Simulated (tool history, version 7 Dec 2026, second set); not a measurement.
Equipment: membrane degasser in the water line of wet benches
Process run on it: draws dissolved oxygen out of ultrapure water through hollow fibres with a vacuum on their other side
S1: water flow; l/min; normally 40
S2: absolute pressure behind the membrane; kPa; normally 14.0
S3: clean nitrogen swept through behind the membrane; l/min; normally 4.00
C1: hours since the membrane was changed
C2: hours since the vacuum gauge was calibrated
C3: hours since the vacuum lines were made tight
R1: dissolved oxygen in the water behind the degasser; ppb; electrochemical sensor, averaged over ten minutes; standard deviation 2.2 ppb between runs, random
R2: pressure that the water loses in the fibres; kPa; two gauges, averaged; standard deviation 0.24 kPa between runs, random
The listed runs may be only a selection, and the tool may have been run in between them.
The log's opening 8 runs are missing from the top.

run      day  S1    S2    S3    C1    C2    C3     R1      R2
  9   44.996  36  14.0  4.00  4161  7927  2448  244.5   59.45
 10   52.804  36  14.0  4.00  4349  8115  2636  244.1   59.25
 11   56.938  36  14.0  4.00  4448  8214  2735  240.8   59.93
 12   65.075  36  14.0  4.00  4643  8409  2930  239.3   59.21
 13   71.812  40  14.0  4.00  4805  8571  3092  267.2   66.46
 14   75.929  40  14.0  4.00  4904  8670  3191  269.0   65.73
 15   83.679  40  14.0  8.38  5090  8856  3377  138.6   66.24
      84.821  -- vacuum gauge calibrated
 16   91.058  40  14.0  8.38  5266   150  3553  131.6   66.23
 17   99.712  40   8.5  9.89  5474   357  3761   59.4   66.43
 18  103.867  61  32.1  4.00  5574   457  3861  956.2  101.18
 19  108.629  61  32.1  4.00  5688   571  3975  958.9  101.16
 20  113.404  34  14.4  2.10  5803   686  4090  402.6   56.76
 21  118.008  27  28.8  2.10  5913   796  4200  707.2   44.89
 22  124.612  34  14.0  4.00  6072   955  4359  217.8   56.37
 23  131.750  50  14.0  2.50  6243  1126  4530  478.9   83.30
 24  139.775  50  14.0  2.50  6436  1319  4723  484.2   83.04
 25  145.867  50  14.0  1.80  6582  1465  4869  638.4   83.68
 26  153.754  50  14.0  4.33  6771  1654  5058  305.4   83.50
 27  160.183  30  28.2  4.00  6925  1809  5212  435.4   50.20
 28  168.479  30  28.2  4.00  7125  2008  5412  441.6   50.10
 29  177.312  40  30.6  4.15  7337  2220  5624  596.3   67.13
 30  181.371  40  16.3  4.00  7434  2317  5721  313.2   67.19
 31  188.658  40  16.3  4.00  7609  2492  5896  311.7   66.85
 32  195.408  30  16.3  4.00  7771  2654  6058  238.1   50.38

Predict each of these 4 candidate next runs independently; none follows another, all start after run 32:
  A  203.779  35  34.7  4.00  7972  2855  6259   ?   ?
  B  203.779  40  14.0  2.04  7972  2855  6259   ?   ?
  C  203.779  47  15.6  8.51  7972  2855  6259   ?   ?
  D  203.779  40  14.0  2.34  7972  2855  6259   ?   ?

run     R1     R2
  A  627.2  58.70
  B  474.5  67.09
  C  179.4  78.89
  D  417.7  67.34
Take away the tool's hidden state, keep each run's random variation, and the runs would have read:
run     R1     R2
  A  612.4  56.01
  B  460.0  64.00
  C  170.7  75.27
  D  404.3  64.24
